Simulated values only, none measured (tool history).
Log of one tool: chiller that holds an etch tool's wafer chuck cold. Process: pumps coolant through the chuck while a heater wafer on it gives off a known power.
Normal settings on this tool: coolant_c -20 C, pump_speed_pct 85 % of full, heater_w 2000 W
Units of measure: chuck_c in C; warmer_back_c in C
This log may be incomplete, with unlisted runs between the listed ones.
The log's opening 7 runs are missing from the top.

run	day	coolant_c	pump_speed_pct	heater_w	hours since the coolant was changed and the channels were flushed	hours since the pump was overhauled	hours since the chiller's thermometer was calibrated	chuck_c	warmer_back_c
8	43.725	-19	85	1550	4004	9218	4366	-4.1	5.99
9	47.912	-19	85	1550	4104	9318	4466	-4.5	5.95
10	53.825	-19	85	1550	4246	9460	4608	-4.2	5.99
11	58.396	-20	95	2000	4356	9570	4718	-2.4	6.99
12	64.762	-20	95	2000	4509	9723	4871	-2.3	6.94
13	71.196	-20	95	2000	4663	9877	5025	-2.1	6.98
14	75.004	-20	85	2000	4754	9969	5116	-0.8	7.82
15	78.904	-20	85	2000	4848	10062	5210	-0.6	7.84
16	86.221	-20	85	2000	5024	10238	5386	-0.5	7.88
17	91.258	-29	77	1562	5145	10359	5506	-12.5	6.72
18	96.3	-29	71	2860	5266	10480	5627	2.7	13.41
19	101.221	-20	67	1342	5384	10598	5746	-4.2	6.73
# day 104.033: chiller's thermometer calibrated
20	108.642	-17	61	2000	5561	10775	111	7.9	10.93
21	114.217	-19	61	2000	5695	10909	244	5.9	10.97
22	120.254	-19	61	2000	5839	11054	389	6	11.02
23	124.712	-28	85	2000	5946	11161	496	-8.5	7.98
24	131.117	-28	80	2383	6100	11314	650	-3.5	10.22
25	140.033	-10	61	1387	6314	11528	864	7.4	7.74
26	146.962	-20	66	1142	6480	11695	1030	-6.2	5.98
27	154.642	-27	78	1142	6665	11879	1215	-14.8	5.06
28	162.146	-20	85	1878	6845	12059	1395	-0.9	7.65
29	169.821	-25	61	1878	7029	12243	1579	-0.7	10.68
30	178.917	-25	61	1878	7247	12462	1797	-0.5	10.64
31	183.204	-26	85	1721	7350	12564	1900	-8.2	7.19
32	190.971	-27	72	2782	7537	12751	2086	5.3	13.53

Below are 3 alternative next runs, each starting from the tool's condition after run 32. Predict each:
A	197.929	-22	72	2782	7704	12918	2253	?	?
B	197.929	-20	74	2000	7704	12918	2253	?	?
C	197.929	-21	66	1345	7704	12918	2253	?	?

run	chuck_c	warmer_back_c
A	10.4	13.63
B	2.8	9.54
C	-4.1	7.14
With no hidden state in the tool, these same runs would have given:
run	chuck_c	warmer_back_c
A	2.5	10.37
B	-2.8	7.26
C	-8.3	5.43
